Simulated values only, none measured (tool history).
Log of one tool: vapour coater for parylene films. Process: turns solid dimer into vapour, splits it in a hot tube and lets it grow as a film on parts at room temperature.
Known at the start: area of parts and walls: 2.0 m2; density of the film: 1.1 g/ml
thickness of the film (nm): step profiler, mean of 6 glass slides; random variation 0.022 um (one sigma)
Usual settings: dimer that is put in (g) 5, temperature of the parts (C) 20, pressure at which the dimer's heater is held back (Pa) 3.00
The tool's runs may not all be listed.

run	day	dimer that is put in (g)	temperature of the parts (C)	pressure at which the dimer's heater is held back (Pa)	thickness of the film (nm)
1	0.000	5	20	3.00	1340
2	0.379	5	20	9.08	1250
3	0.821	5	20	9.08	1300
4	1.700	5	20	9.08	1210
5	2.350	5	20	11.05	1210
6	2.979	5	20	11.05	1230
7	3.804	5	20	11.05	1260
8	4.725	5	20	11.05	1210
9	5.654	5	20	11.05	1180
10	6.304	4	15	3.00	1200
11	7.017	5	12	3.00	1630
# day 7.767: trap's valve overhauled
12	7.800	3	15	2.41	990
13	8.583	3	15	2.41	1050
14	9.446	3	20	3.00	890
15	9.921	7	31	10.75	1310
16	10.496	5	17	3.00	1540

Forecast each of these 5 alternatives for the next run:
A	11.012	6	13	5.61	?
B	11.012	7	31	3.69	?
C	11.012	3	20	3.28	?
D	11.012	5	17	2.63	?
E	11.012	3	13	5.90	?

run	thickness of the film (nm)
A	2040
B	1370
C	870
D	1580
E	1010
Without the tool's hidden state the same runs would have given:
run	thickness of the film (nm)
A	2130
B	1430
C	900
D	1650
E	1050

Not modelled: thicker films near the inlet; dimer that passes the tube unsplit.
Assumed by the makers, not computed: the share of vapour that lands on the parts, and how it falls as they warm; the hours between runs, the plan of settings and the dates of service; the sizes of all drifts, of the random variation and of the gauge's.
